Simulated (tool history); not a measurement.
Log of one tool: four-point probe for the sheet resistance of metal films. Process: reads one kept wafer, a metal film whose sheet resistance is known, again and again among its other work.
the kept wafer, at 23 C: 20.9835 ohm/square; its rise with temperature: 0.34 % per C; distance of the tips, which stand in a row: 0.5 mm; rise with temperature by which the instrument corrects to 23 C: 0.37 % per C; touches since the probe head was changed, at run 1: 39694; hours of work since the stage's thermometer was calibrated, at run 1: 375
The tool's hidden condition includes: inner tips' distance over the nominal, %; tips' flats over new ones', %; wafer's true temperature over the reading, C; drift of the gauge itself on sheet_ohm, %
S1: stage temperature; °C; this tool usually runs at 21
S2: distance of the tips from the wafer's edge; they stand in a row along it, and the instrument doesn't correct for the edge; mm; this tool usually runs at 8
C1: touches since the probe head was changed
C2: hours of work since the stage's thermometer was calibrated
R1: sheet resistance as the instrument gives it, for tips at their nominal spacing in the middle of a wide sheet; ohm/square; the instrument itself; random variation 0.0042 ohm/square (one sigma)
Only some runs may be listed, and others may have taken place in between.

run,hour,S1,S2,C1,C2,R1
1,0.0,21,8,39694,375,21.050301
2,61.3,21,19,40599,414,21.018154
3,149.0,18,19,41896,470,21.034145
4,217.3,18,19,42905,513,21.029831
5,300.5,21,5,44135,566,21.123440
6,408.1,22,5,45724,635,21.115514
# hour 413.0: stage's thermometer calibrated
7,452.6,21,8,46374,25,21.051861
8,505.8,21,8,47161,59,21.050634
9,610.9,32,73,48713,126,20.933445
# hour 674.0: stage's thermometer calibrated, once more
10,691.2,21,11,49892,11,21.002607
11,749.3,24,9,50751,48,21.000313
12,813.9,23,72,51705,89,20.966244
13,885.8,30,20,52767,135,20.932254
14,970.5,30,20,54019,189,20.940921
15,1035.1,31,55,54973,230,20.927666

Alternative continuations, all from the tool just after run 15; predict every row:
A,1104.2,21,21,55995,274,?
B,1104.2,20,63,55995,274,?
C,1104.2,26,55,55995,274,?
D,1104.2,30,26,55995,274,?
E,1104.2,34,25,55995,274,?

run,R1
A,20.976843
B,20.979949
C,20.951660
D,20.930642
E,20.915487
Stripped of hidden state, with their random variation kept, the same runs would have yielded:
run,R1
A,20.990702
B,20.993784
C,20.965630
D,20.944697
E,20.929628

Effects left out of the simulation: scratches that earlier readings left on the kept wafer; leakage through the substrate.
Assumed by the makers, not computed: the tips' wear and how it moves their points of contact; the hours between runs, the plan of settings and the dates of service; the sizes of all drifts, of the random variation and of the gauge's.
